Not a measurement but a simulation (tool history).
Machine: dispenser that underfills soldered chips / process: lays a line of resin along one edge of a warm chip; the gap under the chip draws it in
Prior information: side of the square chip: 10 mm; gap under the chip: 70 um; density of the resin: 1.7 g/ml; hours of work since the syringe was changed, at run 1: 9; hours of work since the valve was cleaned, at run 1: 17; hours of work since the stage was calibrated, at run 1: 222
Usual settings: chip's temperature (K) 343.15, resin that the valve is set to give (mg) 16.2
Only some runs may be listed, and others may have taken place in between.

run	day	chip's temperature (K)	resin that the valve is set to give (mg)	hours of work since the syringe was changed	hours of work since the valve was cleaned	hours of work since the stage was calibrated	time until the resin shows at the far edge (s)	resin that the valve gave (mg)
1	0	343.15	16.2	9	17	222	161.3	15.95
# day 0.075: new syringe of resin
2	0.271	343.15	14.9	3	21	226	126.1	14.58
3	0.429	343.15	16.2	5	23	228	138.2	15.88
4	0.675	343.15	16.2	9	27	232	159	15.89
# day 0.771: new syringe of resin
5	0.938	334.15	16.2	2	30	236	187.9	15.88
6	1.192	343.15	16.2	6	34	240	142.6	15.61
# day 1.446: new syringe of resin
7	1.55	358.15	16.2	2	39	245	59.2	15.67
8	1.9	352.15	16.2	7	45	250	96.2	15.65
# day 2.146: new syringe of resin
9	2.238	352.15	16.2	1	49	255	77.5	15.48
10	2.533	352.15	16.2	6	54	259	96.8	15.29
# day 2.825: dispensing valve cleaned and set on the balance
11	2.825	352.15	16.8	10	0	263	109.6	17.01
# day 2.888: new syringe of resin
12	3.083	343.15	16.2	3	4	267	120.6	16.1
13	3.312	343.15	16.2	6	7	270	138	16.1
# day 3.571: new syringe of resin
14	3.588	343.15	16.2	0	11	274	111.4	16.01
15	3.829	343.15	16.2	4	15	278	126.4	15.92
16	3.996	343.15	13.9	6	17	280	151.7	13.86
# day 4.258: new syringe of resin
17	4.367	343.15	19.8	2	22	285	109.6	19.33
18	4.692	343.15	16.2	6	27	290	140.9	15.68
# day 4.942: new syringe of resin
19	4.942	343.15	16.2	0	31	294	107.6	15.46
20	5.258	343.15	16.2	5	36	298	130.9	15.75
21	5.529	343.15	16.2	9	40	303	155.7	15.53
# day 5.633: new syringe of resin
22	5.704	343.15	16.2	1	42	305	114.7	15.63
23	5.858	336.15	16.5	3	44	307	171.7	15.66
24	6.204	334.15	13.9	9	50	312	253.7	13.18
# day 6.312: new syringe of resin
25	6.492	356.15	16.2	3	54	317	68	15.37
26	6.704	332.15	14	6	57	320	240.6	13.29
# day 6.788: dispensing valve cleaned and set on the balance
# day 7.046: new syringe of resin
27	7.1	332.15	14	1	5	325	197	13.74
28	7.408	332.15	14	5	9	329	233.1	13.72
29	7.592	343.15	19.7	8	12	332	144.4	19.38
# day 7.733: new syringe of resin
30	7.842	343.15	19.7	2	15	336	110.8	19.26
31	8.021	354.15	16.2	4	18	338	77.1	15.88
32	8.192	352.15	19.9	7	21	341	89	19.61
# day 8.417: new syringe of resin
33	8.417	352.15	19.9	0	24	344	67.8	19.39
34	8.704	336.15	14.3	4	28	348	184.5	13.88
35	8.942	347.15	15.6	8	32	352	125	15.11

Run by run, hidden condition taken away, random variation retained:
Hidden state present: resin's viscosity, % of fresh resin's; dose that the valve gives, % of what is set; true chip temperature over the reading, C; drift of the gauge itself on fill_s, %; drift of the gauge itself on given_mg, %.
run	time until the resin shows at the far edge (s)	resin that the valve gave (mg)
1	116.1	16.16
2	118.5	14.82
3	117.6	16.18
4	116.1	16.25
5	177	16.31
6	114.2	16.09
7	58.4	16.24
8	76.2	16.3
9	75.3	16.2
10	78.5	16.09
11	76.9	16.98
12	115.5	16.13
13	114.7	16.18
14	115.6	16.16
15	113	16.13
16	121.8	14.07
17	110.3	19.75
18	115.1	16.1
19	114.7	15.94
20	114.7	16.3
21	115.2	16.15
22	115.9	16.29
23	158.3	16.36
24	186.5	13.85
25	65.3	16.21
26	202.1	14.06
27	207.5	13.8
28	202.5	13.84
29	111.8	19.6
30	113.2	19.56
31	69.9	16.17
32	72.8	20.01
33	73.5	19.85
34	167.1	14.27
35	97.5	15.58
